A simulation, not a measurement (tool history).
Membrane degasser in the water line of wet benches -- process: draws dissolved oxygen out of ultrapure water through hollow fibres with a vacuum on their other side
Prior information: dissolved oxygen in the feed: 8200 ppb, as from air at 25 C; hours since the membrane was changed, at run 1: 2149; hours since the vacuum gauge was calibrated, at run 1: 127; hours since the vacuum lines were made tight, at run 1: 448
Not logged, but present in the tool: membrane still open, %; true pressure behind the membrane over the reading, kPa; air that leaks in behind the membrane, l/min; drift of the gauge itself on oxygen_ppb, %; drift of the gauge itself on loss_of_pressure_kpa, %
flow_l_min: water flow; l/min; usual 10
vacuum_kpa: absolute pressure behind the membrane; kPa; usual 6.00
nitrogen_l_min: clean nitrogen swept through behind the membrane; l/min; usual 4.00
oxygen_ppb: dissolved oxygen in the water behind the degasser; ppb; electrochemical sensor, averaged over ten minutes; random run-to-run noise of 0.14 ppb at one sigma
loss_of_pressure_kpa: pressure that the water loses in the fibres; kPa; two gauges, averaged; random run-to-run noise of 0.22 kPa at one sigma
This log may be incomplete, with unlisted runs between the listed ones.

run    hour  flow_l_min  vacuum_kpa  nitrogen_l_min  hours since the membrane was changed  hours since the vacuum gauge was calibrated  hours since the vacuum lines were made tight  oxygen_ppb  loss_of_pressure_kpa
  1     0.0          10        6.00            4.00                                  2149                                          127                                           448        19.9                 68.34
  2    58.3          10        6.00            4.00                                  2208                                          186                                           507        20.2                 68.32
  3   113.0          10        6.00            4.00                                  2262                                          240                                           561        19.9                 68.47
  4   172.9          10        6.00            4.00                                  2322                                          300                                           621        20.1                 68.66
  5   205.6          10        6.00            4.00                                  2355                                          333                                           654        20.1                 68.70
  6   259.2          10        6.00            4.00                                  2409                                          387                                           707        19.7                 68.54
  7   329.1          10        6.00            4.00                                  2478                                          456                                           777        20.2                 68.93
  8   401.3          10        6.00            1.62                                  2551                                          529                                           850        44.7                 69.20
  9   472.9          10        6.00            6.01                                  2622                                          600                                           921        14.0                 69.36
 10   543.9          10        6.00            2.52                                  2693                                          671                                           992        29.7                 69.67
 11   602.5          10        6.00            2.52                                  2752                                          730                                          1051        30.1                 69.43
 12   637.4          10        6.00            2.52                                  2787                                          765                                          1086        29.8                 69.32
 13   671.6          10        6.00            4.00                                  2821                                          799                                          1120        20.3                 69.43
 14   723.2          10        6.00            4.00                                  2872                                          851                                          1171        20.0                 69.17
 15   757.3          10        6.14            4.00                                  2907                                          885                                          1206        20.8                 69.40
      767.3  -- gauge calibrated
 16   797.0          11       14.02            4.00                                  2946                                          924                                          1245        78.3                 75.20
 17   826.9          11       14.02            6.02                                  2976                                          954                                          1275        53.7                 75.30
 18   865.4          11       14.02            6.02                                  3015                                          993                                          1314        53.8                 75.53
 19   895.3          11       13.51            6.02                                  3045                                         1023                                          1344        51.6                 75.28
 20   944.6           9       13.51            1.77                                  3094                                         1072                                          1393       128.0                 62.00
 21  1002.6           9       13.51            1.77                                  3152                                         1130                                          1451       128.2                 61.68
 22  1075.0           7        6.00            4.00                                  3224                                         1202                                          1523        12.3                 48.03
 23  1135.3          11        6.00            2.06                                  3285                                         1263                                          1584        41.2                 75.63
 24  1181.9          11        6.00            2.06                                  3331                                         1309                                          1630        41.6                 75.95
 25  1245.9          10       10.12            4.00                                  3395                                         1373                                          1694        45.4                 69.35

Below are 3 alternative next runs, each starting from the tool's condition after run 25. Predict each:
  A  1318.4          16        4.64            9.71                                  3468                                         1446                                          1767           ?                     ?
  B  1318.4          10        8.70            2.08                                  3468                                         1446                                          1767           ?                     ?
  C  1318.4          14        3.84            6.92                                  3468                                         1446                                          1767           ?                     ?

run  oxygen_ppb  loss_of_pressure_kpa
  A        42.6                111.00
  B        67.0                 69.10
  C        22.5                 96.70
With the hidden condition removed and each run's random variation left untouched, the same runs would have given:
run  oxygen_ppb  loss_of_pressure_kpa
  A        42.6                109.51
  B        67.0                 68.17
  C        22.4                 95.40
